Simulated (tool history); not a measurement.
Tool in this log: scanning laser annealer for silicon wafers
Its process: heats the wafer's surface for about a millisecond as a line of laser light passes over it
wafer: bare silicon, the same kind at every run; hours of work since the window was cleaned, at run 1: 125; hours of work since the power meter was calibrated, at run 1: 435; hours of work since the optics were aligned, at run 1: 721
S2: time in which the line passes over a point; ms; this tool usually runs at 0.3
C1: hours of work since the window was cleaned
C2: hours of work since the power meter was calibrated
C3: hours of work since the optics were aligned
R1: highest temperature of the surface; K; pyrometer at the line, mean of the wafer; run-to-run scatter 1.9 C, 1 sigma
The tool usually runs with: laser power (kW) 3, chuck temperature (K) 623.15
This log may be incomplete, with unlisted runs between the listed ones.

run 1 hour=0 | laser_power_(kW)=3 S2=0.3 chuck_temperature_(K)=623.15 | C1=125 C2=435 C3=721 | R1=1442.15
run 2 hour=13.9 | laser_power_(kW)=3 S2=0.3 chuck_temperature_(K)=623.15 | C1=133 C2=443 C3=729 | R1=1443.15
run 3 hour=34.6 | laser_power_(kW)=3 S2=0.3 chuck_temperature_(K)=623.15 | C1=145 C2=455 C3=741 | R1=1441.15
run 4 hour=59.1 | laser_power_(kW)=3 S2=0.3 chuck_temperature_(K)=623.15 | C1=159 C2=470 C3=755 | R1=1448.15
run 5 hour=78.9 | laser_power_(kW)=3.191 S2=0.3 chuck_temperature_(K)=623.15 | C1=170 C2=481 C3=766 | R1=1512.15
run 6 hour=95.3 | laser_power_(kW)=3.191 S2=0.3 chuck_temperature_(K)=623.15 | C1=180 C2=490 C3=776 | R1=1509.15
run 7 hour=120.6 | laser_power_(kW)=3.191 S2=0.3 chuck_temperature_(K)=623.15 | C1=194 C2=505 C3=790 | R1=1507.15
run 8 hour=135.5 | laser_power_(kW)=3 S2=0.347 chuck_temperature_(K)=623.15 | C1=203 C2=514 C3=799 | R1=1512.15
run 9 hour=155.9 | laser_power_(kW)=3 S2=0.3 chuck_temperature_(K)=623.15 | C1=215 C2=526 C3=811 | R1=1445.15
run 10 hour=173.2 | laser_power_(kW)=2.789 S2=0.3 chuck_temperature_(K)=623.15 | C1=225 C2=536 C3=821 | R1=1374.15
run 11 hour=193.7 | laser_power_(kW)=2.789 S2=0.3 chuck_temperature_(K)=623.15 | C1=237 C2=547 C3=833 | R1=1371.15
run 12 hour=213.8 | laser_power_(kW)=2.789 S2=0.3 chuck_temperature_(K)=623.15 | C1=248 C2=559 C3=844 | R1=1370.15
run 13 hour=226.5 | laser_power_(kW)=2.789 S2=0.3 chuck_temperature_(K)=623.15 | C1=256 C2=566 C3=852 | R1=1378.15

What will run 14 give?
run 14 hour=246.1 | laser_power_(kW)=2.567 S2=0.24 chuck_temperature_(K)=630.15 | C1=267 C2=578 C3=863 | R1=?

{"run 14": {"R1": 1224.15}}
With the hidden condition absent and the run-to-run variation left alone, this run would have shown R1 1225.15 K.
